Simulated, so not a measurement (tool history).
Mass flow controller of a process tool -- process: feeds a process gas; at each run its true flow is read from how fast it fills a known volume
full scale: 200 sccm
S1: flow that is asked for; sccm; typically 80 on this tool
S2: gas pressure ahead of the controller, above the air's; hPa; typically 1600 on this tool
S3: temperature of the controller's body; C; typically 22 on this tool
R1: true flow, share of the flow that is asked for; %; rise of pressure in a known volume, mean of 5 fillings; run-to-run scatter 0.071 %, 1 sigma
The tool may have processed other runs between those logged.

{"run": 1, "day": 0.0, "S1": 80, "S2": 1600, "S3": 22, "R1": 100.17}
{"run": 2, "day": 2.425, "S1": 80, "S2": 1600, "S3": 22, "R1": 100.16}
{"run": 3, "day": 4.371, "S1": 80, "S2": 1600, "S3": 22, "R1": 100.16}
{"run": 4, "day": 7.588, "S1": 80, "S2": 1600, "S3": 22, "R1": 100.09}
{"run": 5, "day": 9.421, "S1": 80, "S2": 1600, "S3": 22, "R1": 100.12}
{"run": 6, "day": 11.838, "S1": 80, "S2": 1600, "S3": 22, "R1": 100.24}
{"run": 7, "day": 14.617, "S1": 22, "S2": 1520, "S3": 23, "R1": 101.63}
{"run": 8, "day": 16.688, "S1": 22, "S2": 1520, "S3": 23, "R1": 101.49}
{"run": 9, "day": 19.021, "S1": 41, "S2": 2350, "S3": 23, "R1": 100.52}
{"run": 10, "day": 22.496, "S1": 60, "S2": 1740, "S3": 28, "R1": 99.86}
{"run": 11, "day": 25.188, "S1": 52, "S2": 1560, "S3": 22, "R1": 100.57}
{"run": 12, "day": 27.288, "S1": 52, "S2": 1560, "S3": 35, "R1": 99.73}

What if the next run were any one of these 3? Each begins from the tool's condition after run 12:
{"run": "A", "day": 30.096, "S1": 36, "S2": 2600, "S3": 23, "R1": "?"}
{"run": "B", "day": 30.096, "S1": 27, "S2": 1500, "S3": 32, "R1": "?"}
{"run": "C", "day": 30.096, "S1": 21, "S2": 1760, "S3": 35, "R1": "?"}

run=A R1=100.7
run=B R1=100.76
run=C R1=101.03
Take away the tool's hidden state, keep each run's random variation, and the runs would have read:
run=A R1=99.75
run=B R1=99.32
run=C R1=99.03

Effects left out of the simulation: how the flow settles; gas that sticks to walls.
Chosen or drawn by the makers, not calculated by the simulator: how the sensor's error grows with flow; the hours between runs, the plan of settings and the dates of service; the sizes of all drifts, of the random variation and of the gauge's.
